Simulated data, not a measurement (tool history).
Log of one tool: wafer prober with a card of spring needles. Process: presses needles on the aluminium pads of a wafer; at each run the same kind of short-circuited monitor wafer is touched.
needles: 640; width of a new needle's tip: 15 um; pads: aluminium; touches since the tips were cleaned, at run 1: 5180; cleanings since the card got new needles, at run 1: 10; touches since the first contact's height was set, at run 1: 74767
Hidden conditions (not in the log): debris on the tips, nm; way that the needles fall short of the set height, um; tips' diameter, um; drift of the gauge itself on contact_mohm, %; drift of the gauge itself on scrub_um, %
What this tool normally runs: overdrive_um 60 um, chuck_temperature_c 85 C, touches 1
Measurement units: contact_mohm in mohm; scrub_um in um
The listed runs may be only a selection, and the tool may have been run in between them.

| run | day | overdrive_um | chuck_temperature_c | touches | touches since the tips were cleaned | cleanings since the card got new needles | touches since the first contact's height was set | contact_mohm | scrub_um |
|---|---|---|---|---|---|---|---|---|---|
| 1 | 0 | 60 | 85 | 1 | 5180 | 10 | 74767 | 121 | 13.22 |
|  | 0.188 | tips cleaned on abrasive film |
| 2 | 0.488 | 60 | 85 | 1 | 2170 | 11 | 78281 | 118 | 13.24 |
| 3 | 0.904 | 60 | 85 | 1 | 5209 | 11 | 81320 | 121 | 13.28 |
|  | 1.096 | tips cleaned on abrasive film |
| 4 | 1.317 | 60 | 85 | 1 | 1627 | 12 | 84312 | 119 | 13.29 |
| 5 | 1.679 | 60 | 85 | 1 | 4264 | 12 | 86949 | 121 | 13.29 |
|  | 1.983 | tips cleaned on abrasive film |
| 6 | 2.196 | 60 | 85 | 1 | 1558 | 13 | 90703 | 120 | 13.28 |
| 7 | 2.608 | 60 | 85 | 1 | 4544 | 13 | 93689 | 122 | 13.32 |
|  | 2.858 | tips cleaned on abrasive film |
| 8 | 2.929 | 60 | 30 | 1 | 496 | 14 | 95992 | 112 | 13.31 |
| 9 | 3.262 | 41 | 70 | 1 | 2937 | 14 | 98433 | 122 | 9.12 |
|  | 3.738 | tips cleaned on abrasive film |
| 10 | 3.738 | 41 | 70 | 1 | 0 | 15 | 101878 | 122 | 9.15 |
| 11 | 4.117 | 57 | 70 | 1 | 2762 | 15 | 104640 | 115 | 12.74 |
| 12 | 4.471 | 53 | 106 | 1 | 5338 | 15 | 107216 | 123 | 11.83 |
|  | 4.642 | tips cleaned on abrasive film |
| 13 | 4.8 | 53 | 106 | 1 | 1151 | 16 | 109577 | 121 | 11.84 |
| 14 | 5.288 | 51 | 33 | 2 | 4706 | 16 | 113132 | 114 | 11.43 |

Predict each of these 3 candidate next runs independently; none follows another, all start after run 14:
|  | 5.538 | tips cleaned on abrasive film |
| A | 5.588 | 43 | 33 | 3 | 352 | 17 | 115297 | ? | ? |
|  | 5.538 | tips cleaned on abrasive film |
| B | 5.588 | 51 | 33 | 2 | 352 | 17 | 115297 | ? | ? |
|  | 5.538 | tips cleaned on abrasive film |
| C | 5.588 | 47 | 122 | 2 | 352 | 17 | 115297 | ? | ? |

| run | contact_mohm | scrub_um |
|---|---|---|
| A | 119 | 9.61 |
| B | 113 | 11.43 |
| C | 129 | 10.51 |
Without the tool's unlogged condition, the same runs would have read:
| run | contact_mohm | scrub_um |
|---|---|---|
| A | 119 | 9.46 |
| B | 113 | 11.25 |
| C | 129 | 10.35 |
